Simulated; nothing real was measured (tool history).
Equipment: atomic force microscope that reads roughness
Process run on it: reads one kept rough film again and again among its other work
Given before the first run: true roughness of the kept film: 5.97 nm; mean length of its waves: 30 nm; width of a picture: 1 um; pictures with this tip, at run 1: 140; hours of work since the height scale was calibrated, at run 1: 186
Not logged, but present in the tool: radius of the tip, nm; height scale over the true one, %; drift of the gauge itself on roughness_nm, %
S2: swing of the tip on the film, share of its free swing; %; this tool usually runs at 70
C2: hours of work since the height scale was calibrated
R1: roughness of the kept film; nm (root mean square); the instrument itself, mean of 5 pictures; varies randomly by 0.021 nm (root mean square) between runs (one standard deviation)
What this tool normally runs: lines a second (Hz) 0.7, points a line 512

{"run": 1, "hour": 0.0, "lines a second (Hz)": 0.7, "S2": 70, "points a line": 512, "pictures with this tip": 140, "C2": 186, "R1": 4.128}
{"run": 2, "hour": 6.5, "lines a second (Hz)": 0.7, "S2": 70, "points a line": 512, "pictures with this tip": 147, "C2": 190, "R1": 4.116}
{"run": 3, "hour": 14.3, "lines a second (Hz)": 0.7, "S2": 70, "points a line": 512, "pictures with this tip": 156, "C2": 195, "R1": 4.073}
{"run": 4, "hour": 18.6, "lines a second (Hz)": 0.7, "S2": 70, "points a line": 512, "pictures with this tip": 161, "C2": 197, "R1": 4.015}
{"run": 5, "hour": 27.3, "lines a second (Hz)": 0.7, "S2": 70, "points a line": 512, "pictures with this tip": 171, "C2": 202, "R1": 3.951}
{"run": 6, "hour": 34.8, "lines a second (Hz)": 0.7, "S2": 70, "points a line": 512, "pictures with this tip": 179, "C2": 207, "R1": 3.906}
{"run": 7, "hour": 41.8, "lines a second (Hz)": 0.7, "S2": 89, "points a line": 512, "pictures with this tip": 187, "C2": 211, "R1": 3.728}
{"run": 8, "hour": 48.5, "lines a second (Hz)": 0.7, "S2": 89, "points a line": 512, "pictures with this tip": 194, "C2": 215, "R1": 3.673}
{"run": 9, "hour": 57.0, "lines a second (Hz)": 0.7, "S2": 89, "points a line": 512, "pictures with this tip": 204, "C2": 220, "R1": 3.657}
{"hour": 58.8, "done": "new tip fitted"}
{"run": 10, "hour": 62.2, "lines a second (Hz)": 0.7, "S2": 70, "points a line": 512, "pictures with this tip": 4, "C2": 223, "R1": 5.055}
{"run": 11, "hour": 70.3, "lines a second (Hz)": 2.25, "S2": 68, "points a line": 298, "pictures with this tip": 13, "C2": 228, "R1": 4.694}
{"run": 12, "hour": 77.3, "lines a second (Hz)": 2.25, "S2": 68, "points a line": 298, "pictures with this tip": 21, "C2": 232, "R1": 4.626}
{"run": 13, "hour": 85.2, "lines a second (Hz)": 0.506, "S2": 64, "points a line": 650, "pictures with this tip": 30, "C2": 236, "R1": 4.859}
{"run": 14, "hour": 94.2, "lines a second (Hz)": 2.675, "S2": 70, "points a line": 318, "pictures with this tip": 40, "C2": 242, "R1": 4.373}
{"run": 15, "hour": 102.2, "lines a second (Hz)": 0.897, "S2": 67, "points a line": 560, "pictures with this tip": 49, "C2": 247, "R1": 4.608}
{"run": 16, "hour": 111.1, "lines a second (Hz)": 0.897, "S2": 67, "points a line": 560, "pictures with this tip": 59, "C2": 252, "R1": 4.585}
{"run": 17, "hour": 115.3, "lines a second (Hz)": 0.803, "S2": 55, "points a line": 956, "pictures with this tip": 63, "C2": 254, "R1": 4.629}
{"run": 18, "hour": 123.7, "lines a second (Hz)": 2.053, "S2": 68, "points a line": 582, "pictures with this tip": 73, "C2": 259, "R1": 4.284}
{"run": 19, "hour": 127.5, "lines a second (Hz)": 3.945, "S2": 67, "points a line": 458, "pictures with this tip": 77, "C2": 262, "R1": 4.063}
{"run": 20, "hour": 136.8, "lines a second (Hz)": 3.945, "S2": 67, "points a line": 870, "pictures with this tip": 87, "C2": 267, "R1": 4.025}

Consider 4 possible next runs. They are alternatives, not a sequence: every one starts from the tool as it was left by run 20. What does each give?
{"run": "A", "hour": 141.5, "lines a second (Hz)": 0.604, "S2": 71, "points a line": 1008, "pictures with this tip": 93, "C2": 270, "R1": "?"}
{"run": "B", "hour": 141.5, "lines a second (Hz)": 3.961, "S2": 71, "points a line": 711, "pictures with this tip": 93, "C2": 270, "R1": "?"}
{"run": "C", "hour": 141.5, "lines a second (Hz)": 3.945, "S2": 67, "points a line": 644, "pictures with this tip": 93, "C2": 270, "R1": "?"}
{"run": "D", "hour": 141.5, "lines a second (Hz)": 1.905, "S2": 67, "points a line": 870, "pictures with this tip": 93, "C2": 270, "R1": "?"}

run=A R1=4.373
run=B R1=3.849
run=C R1=3.988
run=D R1=4.239
With no hidden state in the tool, these same runs would have given:
run=A R1=5.15
run=B R1=4.532
run=C R1=4.695
run=D R1=4.991
